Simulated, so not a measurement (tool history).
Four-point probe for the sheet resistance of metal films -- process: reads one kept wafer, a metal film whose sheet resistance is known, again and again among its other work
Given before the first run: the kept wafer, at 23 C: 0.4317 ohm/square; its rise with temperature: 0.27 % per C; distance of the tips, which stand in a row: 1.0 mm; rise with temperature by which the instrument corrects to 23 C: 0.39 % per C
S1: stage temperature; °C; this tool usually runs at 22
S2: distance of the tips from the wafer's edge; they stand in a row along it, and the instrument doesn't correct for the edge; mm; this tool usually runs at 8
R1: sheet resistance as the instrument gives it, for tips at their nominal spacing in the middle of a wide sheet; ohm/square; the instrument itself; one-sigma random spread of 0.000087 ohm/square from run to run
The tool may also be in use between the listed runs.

run     day  S1  S2        R1
  1   0.000  22   8  0.434588
  2   0.796  28   8  0.431616
  3   1.679  28   8  0.431363
  4   3.379  28   8  0.431339
  5   4.458  28   8  0.431326
  6   5.900  28   8  0.431240
  7   7.421  22  59  0.430675
  8   8.996  22  59  0.430737
  9  10.254  22  59  0.430723
 10  11.271  22  59  0.430536
 11  12.833  22  59  0.430604
 12  14.100  22  59  0.430408
 13  15.700  22   8  0.433866
 14  16.738  26   8  0.431834
 15  17.979  26   8  0.431784
 16  19.546  22   8  0.433720
 17  21.229  22   8  0.433593
 18  22.321  22   8  0.433684
 19  23.588  22  57  0.430166
 20  24.762  23   5  0.438381
 21  26.012  24   4  0.442884
 22  27.058  24   4  0.442872
 23  27.771  21  36  0.430584
 24  28.579  22  31  0.430035
     28.696  -- stage's thermometer calibrated
 25  29.904  22  31  0.430057
 26  30.758  22  31  0.430039
 27  31.517  22  31  0.430014
 28  32.904  29   7  0.430851
 29  34.529  19  14  0.432301
     35.071  -- stage's thermometer calibrated, once more
 30  35.742  30   8  0.429106
 31  36.996  32  21  0.424963
 32  38.517  32   7  0.429092
 33  40.042  32   7  0.429088
 34  41.629  32   7  0.428913
 35  42.504  28  29  0.426445

4 ways to go on from here, each from the tool as it stands after run 35. What would each give?
  A  43.696  25   6   ?
  B  43.696  29   8   ?
  C  43.696  19  74   ?
  D  43.696  33  34   ?

run        R1
  A  0.433871
  B  0.429309
  C  0.430560
  D  0.423906
Stripped of hidden state, with their random variation kept, the same runs would have yielded:
run        R1
  A  0.437061
  B  0.432469
  C  0.433729
  D  0.427028
